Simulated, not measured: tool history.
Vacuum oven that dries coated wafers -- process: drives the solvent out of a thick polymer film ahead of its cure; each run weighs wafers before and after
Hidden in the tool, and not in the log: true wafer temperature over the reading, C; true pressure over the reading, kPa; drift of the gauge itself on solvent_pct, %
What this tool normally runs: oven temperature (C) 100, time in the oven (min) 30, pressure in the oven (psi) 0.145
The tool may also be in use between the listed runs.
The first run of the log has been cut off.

run,day,oven temperature (C),time in the oven (min),pressure in the oven (psi),hours of work since the thermocouples were calibrated,hours of work since the vacuum gauge was cleaned of residue,solvent left in the film (%)
2,0.588,100,30,0.145,11,291,1.81
3,0.950,100,30,0.145,16,295,1.81
4,1.312,106,30,0.145,20,299,0.79
5,1.642,106,30,0.145,23,303,0.81
6,1.954,91,30,0.145,27,306,5.10
7,2.388,91,30,0.145,32,311,5.16
8,2.704,100,30,0.145,35,315,1.84
9,3.042,100,30,0.145,39,318,1.83
10,3.338,100,30,0.145,42,322,1.79
11,3.721,100,30,0.145,47,326,1.86
12,4.183,100,30,0.145,52,331,1.84
13,4.792,100,30,0.145,59,338,1.93
14,5.083,100,30,0.081,62,341,1.56
15,5.629,100,30,0.081,68,347,1.68
16,6.171,100,30,0.081,74,354,1.59
17,6.750,87,30,0.081,81,360,6.88
18,7.300,87,30,0.081,87,366,6.76
19,7.888,87,30,0.081,93,373,6.75
20,8.279,92,30,0.145,98,377,4.68
21,8.683,100,25,0.145,102,382,2.54
22,9.154,100,25,0.145,108,387,2.66
23,9.488,100,25,0.145,111,391,2.50
24,9.854,97,23,0.350,115,395,4.81
25,10.150,97,23,0.350,119,398,4.67
26,10.633,94,17,0.453,124,404,8.30

Run 27 has not been measured yet. What should we expect?
27,11.033,110,51,0.112,129,408,?

Logged for run 27: solvent left in the film (%) 0.42.
Were there no unlogged condition in the tool, this run, its random variation unchanged, would have produced solvent left in the film (%) 0.42.
